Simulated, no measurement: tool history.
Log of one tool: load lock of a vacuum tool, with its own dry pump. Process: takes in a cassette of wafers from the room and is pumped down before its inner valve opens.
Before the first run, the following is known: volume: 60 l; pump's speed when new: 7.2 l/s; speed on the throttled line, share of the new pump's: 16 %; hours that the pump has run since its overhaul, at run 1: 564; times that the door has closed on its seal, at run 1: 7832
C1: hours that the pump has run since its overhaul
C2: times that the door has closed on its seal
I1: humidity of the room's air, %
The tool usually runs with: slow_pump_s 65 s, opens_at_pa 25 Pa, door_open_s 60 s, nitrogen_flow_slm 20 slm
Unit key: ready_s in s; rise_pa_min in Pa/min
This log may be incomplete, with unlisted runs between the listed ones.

Run 1, hour 0: usual settings; C1 564; C2 7832; I1 43.9. Result: ready_s 123.1 s, rise_pa_min 0.015 Pa/min.
Run 2, hour 230.6: usual settings; C1 794; C2 8655; I1 46.1. Result: ready_s 124.4 s, rise_pa_min 0.022 Pa/min.
Run 3, hour 466.9: usual settings; C1 1031; C2 9498; I1 48. Result: ready_s 123.9 s, rise_pa_min 0.022 Pa/min.
Run 4, hour 750.2: usual settings but nitrogen_flow_slm 11 slm; C1 1314; C2 10510; I1 42.4. Result: ready_s 123.7 s, rise_pa_min 0.021 Pa/min.
Run 5, hour 883.3: usual settings but nitrogen_flow_slm 11 slm; C1 1447; C2 10985; I1 45.5. Result: ready_s 123.5 s, rise_pa_min 0.024 Pa/min.
Run 6, hour 1086.5: usual settings but nitrogen_flow_slm 11 slm; C1 1650; C2 11710; I1 45.8. Result: ready_s 123.9 s, rise_pa_min 0.018 Pa/min.
Run 7, hour 1324.9: usual settings but nitrogen_flow_slm 11 slm; C1 1889; C2 12561; I1 44.9. Result: ready_s 123.3 s, rise_pa_min 0.016 Pa/min.
Run 8, hour 1485: usual settings; C1 2049; C2 13133; I1 43.4. Result: ready_s 121.9 s, rise_pa_min 0.018 Pa/min.
Run 9, hour 1619.4: usual settings; C1 2183; C2 13613; I1 46.9. Result: ready_s 123.7 s, rise_pa_min 0.018 Pa/min.
Run 10, hour 1896.6: usual settings but opens_at_pa 40 Pa; C1 2460; C2 14602; I1 49.4. Result: ready_s 119.3 s, rise_pa_min 0.019 Pa/min.
Run 11, hour 2068: usual settings but opens_at_pa 40 Pa; C1 2632; C2 15214; I1 47.9. Result: ready_s 120.3 s, rise_pa_min 0.016 Pa/min.
Run 12, hour 2302.5: usual settings but opens_at_pa 40 Pa; C1 2866; C2 16051; I1 48.4. Result: ready_s 119.4 s, rise_pa_min 0.022 Pa/min.
Run 13, hour 2446.8: usual settings but opens_at_pa 40 Pa; C1 3011; C2 16566; I1 48.1. Result: ready_s 119.5 s, rise_pa_min 0.02 Pa/min.
Run 14, hour 2716.3: usual settings but opens_at_pa 40 Pa; C1 3280; C2 17528; I1 42.2. Result: ready_s 119.5 s, rise_pa_min 0.016 Pa/min.
Run 15, hour 2982.1: usual settings but opens_at_pa 40 Pa; C1 3546; C2 18477; I1 41.3. Result: ready_s 119.6 s, rise_pa_min 0.014 Pa/min.
Run 16, hour 3122.2: usual settings but door_open_s 55 s; C1 3686; C2 18977; I1 48. Result: ready_s 122.5 s, rise_pa_min 0.018 Pa/min.
Run 17, hour 3383.9: usual settings but door_open_s 55 s; C1 3948; C2 19912; I1 41.8. Result: ready_s 123.1 s, rise_pa_min 0.018 Pa/min.
Run 18, hour 3570.4: usual settings; C1 4134; C2 20577; I1 41.4. Result: ready_s 123.5 s, rise_pa_min 0.016 Pa/min.
Run 19, hour 3805.4: usual settings; C1 4369; C2 21416; I1 46.1. Result: ready_s 124.5 s, rise_pa_min 0.016 Pa/min.
Run 20, hour 3979.1: usual settings but slow_pump_s 125 s, opens_at_pa 43 Pa, nitrogen_flow_slm 14 slm; C1 4543; C2 22037; I1 46.2. Result: ready_s 170.5 s, rise_pa_min 0.021 Pa/min.
Run 21, hour 4244.6: usual settings but slow_pump_s 125 s, opens_at_pa 43 Pa, nitrogen_flow_slm 14 slm; C1 4808; C2 22984; I1 46.5. Result: ready_s 168.9 s, rise_pa_min 0.02 Pa/min.
Run 22, hour 4409.9: usual settings but slow_pump_s 33 s, door_open_s 119 s; C1 4974; C2 23574; I1 43. Result: ready_s 97 s, rise_pa_min 0.028 Pa/min.
Run 23, hour 4663.8: usual settings but slow_pump_s 38 s, opens_at_pa 49 Pa, door_open_s 135 s; C1 5228; C2 24481; I1 45.9. Result: ready_s 95.8 s, rise_pa_min 0.028 Pa/min.
Run 24, hour 4935.3: usual settings but door_open_s 200 s, nitrogen_flow_slm 19 slm; C1 5499; C2 25450; I1 46.6. Result: ready_s 123.9 s, rise_pa_min 0.044 Pa/min.
Run 25, hour 5094.7: usual settings but opens_at_pa 21 Pa, door_open_s 130 s, nitrogen_flow_slm 5 slm; C1 5659; C2 26019; I1 49. Result: ready_s 125.1 s, rise_pa_min 0.048 Pa/min.
Run 26, hour 5227.2: usual settings but opens_at_pa 27 Pa, door_open_s 109 s, nitrogen_flow_slm 5 slm; C1 5791; C2 26492; I1 47.1. Result: ready_s 123.6 s, rise_pa_min 0.039 Pa/min.
Run 27, hour 5407.3: usual settings but opens_at_pa 24 Pa, door_open_s 67 s; C1 5971; C2 27135; I1 44.5. Result: ready_s 124.4 s, rise_pa_min 0.021 Pa/min.
Run 28, hour 5521.9: usual settings but nitrogen_flow_slm 11 slm; C1 6086; C2 27544; I1 44.4. Result: ready_s 124.8 s, rise_pa_min 0.024 Pa/min.
Run 29, hour 5764.3: usual settings but door_open_s 121 s; C1 6328; C2 28409; I1 44.9. Result: ready_s 123 s, rise_pa_min 0.025 Pa/min.
Run 30, hour 5948.7: usual settings but door_open_s 121 s; C1 6513; C2 29068; I1 43.2. Result: ready_s 124 s, rise_pa_min 0.025 Pa/min.
Run 31, hour 6218.7: usual settings but door_open_s 83 s, nitrogen_flow_slm 8 slm; C1 6783; C2 30032; I1 44. Result: ready_s 124.7 s, rise_pa_min 0.031 Pa/min.
Run 32, hour 6461: usual settings but slow_pump_s 39 s, opens_at_pa 45 Pa, door_open_s 157 s, nitrogen_flow_slm 19 slm; C1 7025; C2 30896; I1 42.7. Result: ready_s 97.5 s, rise_pa_min 0.035 Pa/min.
Run 33, hour 6734.7: usual settings but slow_pump_s 104 s, opens_at_pa 19 Pa, door_open_s 172 s; C1 7299; C2 31874; I1 48. Result: ready_s 159.2 s, rise_pa_min 0.032 Pa/min.
Run 34, hour 6935.9: usual settings but slow_pump_s 104 s, opens_at_pa 19 Pa, door_open_s 172 s, nitrogen_flow_slm 36 slm; C1 7500; C2 32592; I1 46.5. Result: ready_s 160.4 s, rise_pa_min 0.032 Pa/min.
Run 35, hour 7150.6: usual settings but slow_pump_s 103 s, opens_at_pa 36 Pa, door_open_s 42 s; C1 7714; C2 33358; I1 45.3. Result: ready_s 153.4 s, rise_pa_min 0.011 Pa/min.
Run 36, hour 7342.4: usual settings but slow_pump_s 103 s, opens_at_pa 36 Pa, door_open_s 42 s; C1 7906; C2 34043; I1 43.8. Result: ready_s 151.8 s, rise_pa_min 0.017 Pa/min.

Forecast each of these 4 alternatives for the next run:
Run A, hour 7583.7: usual settings but door_open_s 123 s; C1 8148; C2 34904; I1 44.5. Result: ready_s ?, rise_pa_min ?.
Run B, hour 7583.7: usual settings but slow_pump_s 61 s, opens_at_pa 18 Pa; C1 8148; C2 34904; I1 42.9. Result: ready_s ?, rise_pa_min ?.
Run C, hour 7583.7: usual settings but opens_at_pa 26 Pa, nitrogen_flow_slm 36 slm; C1 8148; C2 34904; I1 47.1. Result: ready_s ?, rise_pa_min ?.
Run D, hour 7583.7: usual settings but slow_pump_s 59 s, door_open_s 42 s, nitrogen_flow_slm 10 slm; C1 8148; C2 34904; I1 48.4. Result: ready_s ?, rise_pa_min ?.

run  ready_s  rise_pa_min
  A    124.3         0.03
  B    124.1        0.017
  C    123.6        0.016
  D    120.2        0.021
What these runs would have given with no unlogged condition in the tool:
run  ready_s  rise_pa_min
  A    124.3        0.029
  B      124        0.016
  C    123.6        0.016
  D    120.2         0.02
